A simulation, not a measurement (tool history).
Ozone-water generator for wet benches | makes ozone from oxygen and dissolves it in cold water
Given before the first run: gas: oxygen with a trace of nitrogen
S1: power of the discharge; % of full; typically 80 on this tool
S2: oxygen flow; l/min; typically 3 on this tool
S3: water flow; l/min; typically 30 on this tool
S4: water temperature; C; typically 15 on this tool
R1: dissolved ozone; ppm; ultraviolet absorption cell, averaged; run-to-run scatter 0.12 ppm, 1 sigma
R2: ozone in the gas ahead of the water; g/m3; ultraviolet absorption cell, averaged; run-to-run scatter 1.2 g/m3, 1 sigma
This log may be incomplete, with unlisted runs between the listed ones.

| run | hour | S1 | S2 | S3 | S4 | R1 | R2 |
|---|---|---|---|---|---|---|---|
| 1 | 0 | 80 | 3 | 30 | 15 | 11.2 | 214.9 |
| 2 | 15.2 | 80 | 3 | 30 | 15 | 11.3 | 214 |
| 3 | 48.9 | 90 | 3 | 30 | 15 | 12.3 | 240 |
| 4 | 68.1 | 90 | 3 | 30 | 15 | 12.5 | 238.6 |
| 5 | 89.1 | 80 | 3 | 30 | 15 | 11.4 | 213.2 |
|  | 95.3 | contactor cleaned |
| 6 | 110.6 | 80 | 3 | 30 | 15 | 11.1 | 213.7 |
| 7 | 141.1 | 80 | 3 | 30 | 15 | 11.1 | 211.9 |
| 8 | 174.1 | 80 | 3 | 30 | 15 | 11.1 | 217 |
| 9 | 201.2 | 80 | 3 | 30 | 15 | 11.1 | 215 |
| 10 | 236.2 | 80 | 3 | 30 | 15 | 11 | 212.1 |
|  | 250.1 | contactor cleaned, once more |
| 11 | 272.1 | 61 | 3 | 30 | 15 | 8.9 | 166.4 |

Run 12, settings as shown, results not yet in. Your forecast:
| 12 | 289.2 | 61 | 3 | 30 | 15 | ? | ? |

{"run 12": {"R1": 8.8, "R2": 165.7}}
Minus the tool's unlogged condition, the same run would have read R1 8.9 ppm, R2 167.1 g/m3.

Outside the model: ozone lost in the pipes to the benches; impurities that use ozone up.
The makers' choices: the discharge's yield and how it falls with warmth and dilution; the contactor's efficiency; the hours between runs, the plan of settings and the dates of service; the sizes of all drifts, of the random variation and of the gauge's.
